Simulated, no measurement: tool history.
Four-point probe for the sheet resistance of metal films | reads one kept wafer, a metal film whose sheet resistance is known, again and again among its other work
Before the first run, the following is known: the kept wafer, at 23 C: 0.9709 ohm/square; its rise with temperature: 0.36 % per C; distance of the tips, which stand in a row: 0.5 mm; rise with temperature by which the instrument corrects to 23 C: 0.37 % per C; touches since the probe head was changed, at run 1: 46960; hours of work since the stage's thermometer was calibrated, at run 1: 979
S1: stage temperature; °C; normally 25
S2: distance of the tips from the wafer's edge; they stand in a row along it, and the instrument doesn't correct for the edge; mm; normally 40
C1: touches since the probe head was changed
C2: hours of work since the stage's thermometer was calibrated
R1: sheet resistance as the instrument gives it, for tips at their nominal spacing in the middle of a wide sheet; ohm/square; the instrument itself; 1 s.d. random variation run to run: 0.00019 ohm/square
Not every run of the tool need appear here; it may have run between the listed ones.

| run | hour | S1 | S2 | C1 | C2 | R1 |
|---|---|---|---|---|---|---|
| 1 | 0.0 | 25 | 40 | 46960 | 979 | 0.970969 |
| 2 | 24.5 | 25 | 40 | 47631 | 997 | 0.970436 |
| 3 | 52.1 | 25 | 5 | 48384 | 1017 | 0.975830 |
| 4 | 84.0 | 29 | 40 | 49259 | 1040 | 0.970548 |
| 5 | 117.5 | 29 | 40 | 50175 | 1065 | 0.970572 |
| 6 | 147.3 | 29 | 40 | 50988 | 1087 | 0.970336 |
| 7 | 185.5 | 25 | 40 | 52035 | 1115 | 0.970884 |
| 8 | 209.2 | 25 | 14 | 52681 | 1132 | 0.971282 |
| 9 | 252.0 | 25 | 8 | 53853 | 1164 | 0.972754 |
| 10 | 277.6 | 32 | 8 | 54553 | 1182 | 0.972242 |
| 11 | 326.7 | 32 | 8 | 55896 | 1219 | 0.972239 |
| 12 | 350.5 | 32 | 8 | 56548 | 1236 | 0.972323 |
| 13 | 385.8 | 32 | 8 | 57511 | 1262 | 0.972418 |
| 14 | 426.8 | 32 | 8 | 58633 | 1292 | 0.972073 |
| 15 | 463.8 | 25 | 40 | 59647 | 1319 | 0.970713 |
| 16 | 491.8 | 25 | 40 | 60411 | 1340 | 0.970559 |
| 17 | 522.5 | 25 | 36 | 61251 | 1362 | 0.970706 |
| 18 | 551.6 | 27 | 40 | 62047 | 1384 | 0.970833 |
| 19 | 586.4 | 27 | 40 | 62998 | 1409 | 0.970519 |
| 20 | 613.2 | 20 | 68 | 63734 | 1429 | 0.971347 |
| 21 | 642.5 | 19 | 12 | 64534 | 1451 | 0.972273 |
| 22 | 679.3 | 19 | 12 | 65540 | 1478 | 0.972279 |
| 23 | 724.9 | 19 | 12 | 66787 | 1511 | 0.972111 |
| 24 | 748.6 | 20 | 4 | 67437 | 1528 | 0.979255 |
| 25 | 797.7 | 32 | 40 | 68777 | 1564 | 0.970470 |
| 26 | 821.0 | 32 | 40 | 69417 | 1582 | 0.970346 |
| 27 | 864.3 | 32 | 40 | 70599 | 1613 | 0.970371 |
| 28 | 893.5 | 32 | 40 | 71399 | 1635 | 0.970362 |
| 29 | 936.0 | 22 | 5 | 72563 | 1666 | 0.975846 |
| 30 | 981.2 | 28 | 62 | 73797 | 1699 | 0.970574 |
| 31 | 1018.5 | 28 | 40 | 74819 | 1727 | 0.970988 |
| 32 | 1044.6 | 20 | 17 | 75531 | 1746 | 0.971401 |
| 33 | 1071.0 | 21 | 21 | 76254 | 1765 | 0.971513 |

What if the next run were any one of these 4? Each begins from the tool's condition after run 33:
| A | 1096.6 | 21 | 35 | 76955 | 1784 | ? |
| B | 1096.6 | 20 | 21 | 76955 | 1784 | ? |
| C | 1096.6 | 21 | 18 | 76955 | 1784 | ? |
| D | 1096.6 | 25 | 10 | 76955 | 1784 | ? |

| run | R1 |
|---|---|
| A | 0.971357 |
| B | 0.971268 |
| C | 0.971101 |
| D | 0.971968 |
Take away the tool's hidden state, keep each run's random variation, and the runs would have read:
| run | R1 |
|---|---|
| A | 0.971371 |
| B | 0.971281 |
| C | 0.971114 |
| D | 0.971982 |

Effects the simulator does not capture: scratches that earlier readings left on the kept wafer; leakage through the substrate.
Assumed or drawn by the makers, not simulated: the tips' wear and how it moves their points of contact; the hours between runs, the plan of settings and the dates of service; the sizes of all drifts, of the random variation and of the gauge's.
